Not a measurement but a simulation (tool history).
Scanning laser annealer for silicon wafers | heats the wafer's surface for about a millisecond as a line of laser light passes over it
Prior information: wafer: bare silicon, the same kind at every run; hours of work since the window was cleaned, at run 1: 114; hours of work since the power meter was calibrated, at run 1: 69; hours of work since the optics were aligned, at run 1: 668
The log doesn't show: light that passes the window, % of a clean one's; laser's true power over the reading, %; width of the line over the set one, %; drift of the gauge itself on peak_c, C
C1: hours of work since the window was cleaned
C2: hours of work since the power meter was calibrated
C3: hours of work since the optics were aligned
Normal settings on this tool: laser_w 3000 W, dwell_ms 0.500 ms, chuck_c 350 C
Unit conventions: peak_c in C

{"run": 1, "hour": 0.0, "laser_w": 3000, "dwell_ms": 0.5, "chuck_c": 350, "C1": 114, "C2": 69, "C3": 668, "peak_c": 1078}
{"run": 2, "hour": 13.0, "laser_w": 3000, "dwell_ms": 0.5, "chuck_c": 350, "C1": 121, "C2": 76, "C3": 676, "peak_c": 1072}
{"run": 3, "hour": 23.7, "laser_w": 2744, "dwell_ms": 0.5, "chuck_c": 350, "C1": 127, "C2": 82, "C3": 682, "peak_c": 989}
{"run": 4, "hour": 41.9, "laser_w": 3000, "dwell_ms": 0.5, "chuck_c": 337, "C1": 138, "C2": 93, "C3": 692, "peak_c": 1064}
{"run": 5, "hour": 52.6, "laser_w": 3000, "dwell_ms": 0.5, "chuck_c": 337, "C1": 144, "C2": 99, "C3": 699, "peak_c": 1059}
{"run": 6, "hour": 61.3, "laser_w": 3000, "dwell_ms": 0.394, "chuck_c": 337, "C1": 149, "C2": 104, "C3": 704, "peak_c": 983}
{"run": 7, "hour": 74.7, "laser_w": 3000, "dwell_ms": 0.5, "chuck_c": 350, "C1": 157, "C2": 112, "C3": 711, "peak_c": 1075}
{"run": 8, "hour": 88.3, "laser_w": 2778, "dwell_ms": 0.5, "chuck_c": 350, "C1": 165, "C2": 120, "C3": 719, "peak_c": 1003}
{"run": 9, "hour": 105.2, "laser_w": 2778, "dwell_ms": 0.5, "chuck_c": 350, "C1": 175, "C2": 130, "C3": 729, "peak_c": 1003}
{"run": 10, "hour": 116.4, "laser_w": 2778, "dwell_ms": 0.5, "chuck_c": 350, "C1": 181, "C2": 136, "C3": 736, "peak_c": 1007}

Run 11 comes next. What will it give?
{"run": 11, "hour": 133.6, "laser_w": 2778, "dwell_ms": 0.5, "chuck_c": 350, "C1": 191, "C2": 146, "C3": 746, "peak_c": "?"}

Run 11 yielded peak_c 1003 C.
Had the tool carried no hidden state, the very same run would have given peak_c 1013 C.

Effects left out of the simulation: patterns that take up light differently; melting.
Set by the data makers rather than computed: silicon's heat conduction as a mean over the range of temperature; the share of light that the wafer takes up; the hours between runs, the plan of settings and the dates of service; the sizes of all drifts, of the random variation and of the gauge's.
